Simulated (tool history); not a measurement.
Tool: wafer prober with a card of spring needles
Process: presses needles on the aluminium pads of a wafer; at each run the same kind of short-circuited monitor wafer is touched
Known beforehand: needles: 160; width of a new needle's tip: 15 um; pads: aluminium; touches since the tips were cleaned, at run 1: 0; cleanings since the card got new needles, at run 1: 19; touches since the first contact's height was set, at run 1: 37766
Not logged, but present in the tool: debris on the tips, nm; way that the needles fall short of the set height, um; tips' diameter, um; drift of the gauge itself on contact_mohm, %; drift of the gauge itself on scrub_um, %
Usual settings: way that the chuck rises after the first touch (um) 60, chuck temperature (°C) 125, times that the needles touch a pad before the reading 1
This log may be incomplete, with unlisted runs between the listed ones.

run   hour  way that the chuck rises after the first touch (um)  chuck temperature (°C)  times that the needles touch a pad before the reading  touches since the tips were cleaned  cleanings since the card got new needles  touches since the first contact's height was set  resistance of one needle with its contact and lead (mohm)  way that a needle slides on the pad (um)
  1    0.0                                                   60                     125                                                      1                                    0                                        19                                             37766                                                        189                                      9.00
       5.9  -- tips cleaned on abrasive film
  2    6.0                                                   60                     125                                                      2                                   20                                        20                                             39717                                                        193                                      9.00
      12.1  -- tips cleaned on abrasive film
  3   15.2                                                   60                      49                                                      1                                 1030                                        21                                             42751                                                        176                                      9.02
      18.4  -- tips cleaned on abrasive film
  4   22.2                                                   60                     125                                                      1                                 1262                                        22                                             45060                                                        190                                      9.01
      23.7  -- tips cleaned on abrasive film
      29.3  -- tips cleaned on abrasive film
  5   32.7                                                   60                      43                                                      1                                 1124                                        24                                             48457                                                        175                                      9.02
      35.0  -- tips cleaned on abrasive film
      40.6  -- tips cleaned on abrasive film
  6   43.5                                                   60                      43                                                      1                                  944                                        26                                             51981                                                        174                                      9.09
      46.3  -- tips cleaned on abrasive film
      51.5  -- tips cleaned on abrasive film
      57.0  -- tips cleaned on abrasive film
  7   57.0                                                   60                     125                                                      1                                    0                                        29                                             56396                                                        193                                      9.05
      62.8  -- tips cleaned on abrasive film
  8   66.1                                                   60                     125                                                      1                                 1103                                        30                                             59386                                                        191                                      9.13
      68.2  -- tips cleaned on abrasive film
      74.6  -- tips cleaned on abrasive film
  9   76.6                                                   60                     125                                                      1                                  672                                        32                                             62805                                                        192                                      9.09
      80.2  -- tips cleaned on abrasive film
 10   83.2                                                   60                     125                                                      1                                  994                                        33                                             64954                                                        195                                      9.06
      85.5  -- tips cleaned on abrasive film
      91.2  -- tips cleaned on abrasive film
 11   94.5                                                   60                     125                                                      1                                 1107                                        35                                             68661                                                        193                                      9.09
      96.5  -- tips cleaned on abrasive film
     102.7  -- tips cleaned on abrasive film
 12  103.8                                                   60                     125                                                      1                                  378                                        37                                             71690                                                        191                                      9.11
     108.4  -- tips cleaned on abrasive film
     114.1  -- tips cleaned on abrasive film
 13  114.6                                                   60                     125                                                      1                                  181                                        39                                             75209                                                        190                                      8.93
     119.4  -- tips cleaned on abrasive film
 14  122.4                                                   60                     125                                                      1                                  975                                        40                                             77743                                                        191                                      9.01
     125.1  -- tips cleaned on abrasive film
 15  128.2                                                   60                     125                                                      1                                 1046                                        41                                             79658                                                        194                                      9.06
     130.3  -- tips cleaned on abrasive film
     135.5  -- tips cleaned on abrasive film
 16  140.2                                                   60                     125                                                      1                                 1572                                        43                                             83591                                                        195                                      9.03
     141.4  -- tips cleaned on abrasive film
     147.0  -- tips cleaned on abrasive film
     152.6  -- tips cleaned on abrasive film
 17  153.2                                                   50                     125                                                      1                                  215                                        46                                             87806                                                        195                                      7.50
     157.9  -- tips cleaned on abrasive film
     163.8  -- tips cleaned on abrasive film
 18  167.1                                                   68                     116                                                      3                                 1086                                        48                                             92341                                                        184                                     10.39
     169.7  -- tips cleaned on abrasive film
     174.9  -- tips cleaned on abrasive film
 19  175.7                                                   76                     116                                                      3                                  257                                        50                                             95136                                                        182                                     11.38
     180.5  -- tips cleaned on abrasive film
 20  183.1                                                   68                     116                                                      3                                  857                                        51                                             97559                                                        187                                     10.24
     186.3  -- tips cleaned on abrasive film
     191.6  -- tips cleaned on abrasive film
 21  194.3                                                   68                     116                                                      3                                  880                                        53                                            101221                                                        185                                     10.23
     197.6  -- tips cleaned on abrasive film
     203.5  -- tips cleaned on abrasive film
 22  204.8                                                   66                      32                                                      1                                  438                                        55                                            104660                                                        172                                      9.95
     208.9  -- tips cleaned on abrasive film
 23  213.5                                                   66                      79                                                      1                                 1530                                        56                                            107512                                                        183                                      9.95
     214.9  -- tips cleaned on abrasive film
     220.2  -- tips cleaned on abrasive film
     225.6  -- tips cleaned on abrasive film
 24  225.6                                                   55                      38                                                      2                                    0                                        59                                            111429                                                        174                                      8.32
     226.9  -- height of the first contact set anew
     231.5  -- tips cleaned on abrasive film
 25  232.9                                                   55                      38                                                      2                                  440                                        60                                              1957                                                        175                                      8.31
     236.9  -- tips cleaned on abrasive film
     242.5  -- tips cleaned on abrasive film
 26  242.8                                                   55                      91                                                      2                                  102                                        62                                              5197                                                        187                                      8.30
     248.0  -- tips cleaned on abrasive film
 27  248.9                                                   42                     125                                                      1                                  316                                        63                                              7198                                                        200                                      6.34
     253.2  -- tips cleaned on abrasive film
     258.4  -- tips cleaned on abrasive film
 28  258.4                                                   74                     125                                                      3                                    0                                        65                                             10295                                                        188                                     11.10
     264.8  -- tips cleaned on abrasive film
 29  269.6                                                   74                      59                                                      3                                 1591                                        66                                             13957                                                        174                                     11.11
     270.7  -- tips cleaned on abrasive film
     276.9  -- tips cleaned on abrasive film
     282.4  -- tips cleaned on abrasive film
 30  283.5                                                   74                      31                                                      3                                  334                                        69                                             18477                                                        170                                     11.09
     287.8  -- tips cleaned on abrasive film
     293.1  -- tips cleaned on abrasive film
 31  295.0                                                   62                      32                                                      1                                  627                                        71                                             22255                                                        173                                      9.37
     299.3  -- tips cleaned on abrasive film
     304.9  -- tips cleaned on abrasive film
 32  308.2                                                   74                      32                                                      1                                 1088                                        73                                             26560                                                        171                                     11.24

Predict each of these 3 candidate next runs independently; none follows another, all start after run 32:
     310.3  -- tips cleaned on abrasive film
     315.7  -- tips cleaned on abrasive film
  A  319.5                                                   61                     114                                                      2                                 1239                                        75                                             30253                                                          ?                                         ?
     310.3  -- tips cleaned on abrasive film
     315.7  -- tips cleaned on abrasive film
  B  319.5                                                   66                      49                                                      2                                 1239                                        75                                             30253                                                          ?                                         ?
     310.3  -- tips cleaned on abrasive film
     315.7  -- tips cleaned on abrasive film
  C  319.5                                                   49                      39                                                      2                                 1239                                        75                                             30253                                                          ?                                         ?

run  resistance of one needle with its contact and lead (mohm)  way that a needle slides on the pad (um)
  A                                                        189                                      9.23
  B                                                        176                                      9.98
  C                                                        179                                      7.34
Take away the tool's hidden state, keep each run's random variation, and the runs would have read:
run  resistance of one needle with its contact and lead (mohm)  way that a needle slides on the pad (um)
  A                                                        189                                      9.23
  B                                                        175                                      9.98
  C                                                        178                                      7.34

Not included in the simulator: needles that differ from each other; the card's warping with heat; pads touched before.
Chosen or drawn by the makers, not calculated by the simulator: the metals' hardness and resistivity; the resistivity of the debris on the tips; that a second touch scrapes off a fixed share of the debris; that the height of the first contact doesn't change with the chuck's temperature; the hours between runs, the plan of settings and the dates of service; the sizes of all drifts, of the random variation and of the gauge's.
